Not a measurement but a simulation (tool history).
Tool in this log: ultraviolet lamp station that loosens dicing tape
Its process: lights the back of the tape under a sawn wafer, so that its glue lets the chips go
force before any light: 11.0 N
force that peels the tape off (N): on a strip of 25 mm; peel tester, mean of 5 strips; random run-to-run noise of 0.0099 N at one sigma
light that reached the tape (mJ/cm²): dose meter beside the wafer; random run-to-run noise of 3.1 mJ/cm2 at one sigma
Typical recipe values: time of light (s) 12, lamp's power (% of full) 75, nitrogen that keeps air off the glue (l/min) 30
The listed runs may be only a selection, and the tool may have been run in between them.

run   hour  time of light (s)  lamp's power (% of full)  nitrogen that keeps air off the glue (l/min)  force that peels the tape off (N)  light that reached the tape (mJ/cm²)
  1    0.0                 12                        75                                            30                              0.715                                   353
  2   27.2                 12                        75                                            30                              0.734                                   347
  3   62.7                 12                        86                                            30                              0.571                                   400
  4  107.8                 12                        86                                            30                              0.595                                   392
  5  170.2                 12                        75                                            15                              1.074                                   336
  6  202.8                 12                        75                                            30                              0.860                                   332
     207.7  -- window cleaned of glue's vapour
  7  242.6                 12                        75                                            30                              0.912                                   317
  8  305.0                  8                        75                                            30                              1.939                                   208
     310.9  -- lamp changed
  9  368.9                  8                        93                                            30                              0.779                                   345
 10  409.0                 15                        97                                            30                              0.274                                   669
     426.8  -- window cleaned of glue's vapour, once more
 11  460.7                 15                        97                                            30                              0.247                                   734
 12  510.8                  7                        75                                            47                              1.157                                   260
 13  549.3                  7                        96                                            45                              0.747                                   333
 14  603.2                 12                        65                                            13                              0.944                                   377
 15  651.9                  7                        65                                            13                              2.434                                   214
 16  709.2                  7                        65                                            13                              2.546                                   212
 17  763.3                 24                        76                                            25                              0.255                                   837
 18  815.5                 20                        82                                            52                              0.251                                   739

Some steps in force that peels the tape off (N), run to run, broken into two amounts with sign: the step expected even without the hidden condition (settings, incoming material, random variation), and the rest, left for the hidden condition together with whatever gauge scatter is not in both the measured and the hidden-condition-free result:
Unlogged tool condition in this case: lamp's light, % of a new lamp's; light that the window lets through, % of a clean one's; drift of the gauge itself on peel_n, %; drift of the gauge itself on dose_mj_cm2, %.
Run 8 -> 9: lamp's power (% of full) 75 -> 93, lamp changed. force that peels the tape off (N) -1.160: hidden state -0.844, all else -0.316.
Run 16 -> 17: time of light (s) 7 -> 24, lamp's power (% of full) 65 -> 76, nitrogen that keeps air off the glue (l/min) 13 -> 25. force that peels the tape off (N) -2.291: hidden state -0.354, all else -1.937.
